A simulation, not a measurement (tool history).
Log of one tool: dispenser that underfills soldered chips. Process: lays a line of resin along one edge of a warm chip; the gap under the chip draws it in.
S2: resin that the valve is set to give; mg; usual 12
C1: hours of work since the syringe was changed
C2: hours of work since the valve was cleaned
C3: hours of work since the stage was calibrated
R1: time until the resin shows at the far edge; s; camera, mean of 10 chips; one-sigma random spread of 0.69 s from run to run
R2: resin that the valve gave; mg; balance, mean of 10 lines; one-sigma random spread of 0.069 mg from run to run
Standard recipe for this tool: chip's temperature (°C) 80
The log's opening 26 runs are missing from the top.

{"hour": 250.7, "done": "new syringe of resin"}
{"run": 27, "hour": 261.2, "chip's temperature (°C)": 84, "S2": 10.2, "C1": 7, "C2": 59, "C3": 250, "R1": 83.6, "R2": 9.88}
{"hour": 263.4, "done": "new syringe of resin"}
{"run": 28, "hour": 274.7, "chip's temperature (°C)": 70, "S2": 10.5, "C1": 8, "C2": 69, "C3": 259, "R1": 163.4, "R2": 10.11}
{"hour": 276.1, "done": "new syringe of resin"}
{"run": 29, "hour": 285.6, "chip's temperature (°C)": 91, "S2": 12.8, "C1": 7, "C2": 76, "C3": 266, "R1": 54.2, "R2": 12.42}
{"hour": 289.3, "done": "new syringe of resin"}
{"run": 30, "hour": 292.3, "chip's temperature (°C)": 83, "S2": 11.7, "C1": 2, "C2": 80, "C3": 271, "R1": 56.6, "R2": 11.32}
{"run": 31, "hour": 299.6, "chip's temperature (°C)": 83, "S2": 11.7, "C1": 7, "C2": 86, "C3": 276, "R1": 83.1, "R2": 11.09}
{"hour": 302.6, "done": "new syringe of resin"}
{"run": 32, "hour": 312.9, "chip's temperature (°C)": 70, "S2": 13.8, "C1": 7, "C2": 95, "C3": 285, "R1": 153.3, "R2": 13.2}
{"hour": 316.1, "done": "new syringe of resin"}
{"run": 33, "hour": 325.7, "chip's temperature (°C)": 83, "S2": 12.8, "C1": 7, "C2": 103, "C3": 294, "R1": 78.7, "R2": 11.98}
{"hour": 329.3, "done": "new syringe of resin"}
{"run": 34, "hour": 334.5, "chip's temperature (°C)": 83, "S2": 10.6, "C1": 4, "C2": 109, "C3": 299, "R1": 65.3, "R2": 10.05}

Alternative continuations, all from the tool just after run 34; predict every row:
{"hour": 342.1, "done": "new syringe of resin"}
{"run": "A", "hour": 347.3, "chip's temperature (°C)": 72, "S2": 14.3, "C1": 4, "C2": 118, "C3": 308, "R1": "?", "R2": "?"}
{"hour": 342.1, "done": "new syringe of resin"}
{"run": "B", "hour": 347.3, "chip's temperature (°C)": 88, "S2": 15.6, "C1": 4, "C2": 118, "C3": 308, "R1": "?", "R2": "?"}
{"hour": 342.1, "done": "new syringe of resin"}
{"run": "C", "hour": 347.3, "chip's temperature (°C)": 83, "S2": 12.4, "C1": 4, "C2": 118, "C3": 308, "R1": "?", "R2": "?"}

run=A R1=105.6 R2=13.39
run=B R1=49.3 R2=14.79
run=C R1=62.3 R2=11.65
Without the tool's hidden state the same runs would have given:
run=A R1=91.3 R2=14.19
run=B R1=42.2 R2=15.67
run=C R1=53.2 R2=12.35

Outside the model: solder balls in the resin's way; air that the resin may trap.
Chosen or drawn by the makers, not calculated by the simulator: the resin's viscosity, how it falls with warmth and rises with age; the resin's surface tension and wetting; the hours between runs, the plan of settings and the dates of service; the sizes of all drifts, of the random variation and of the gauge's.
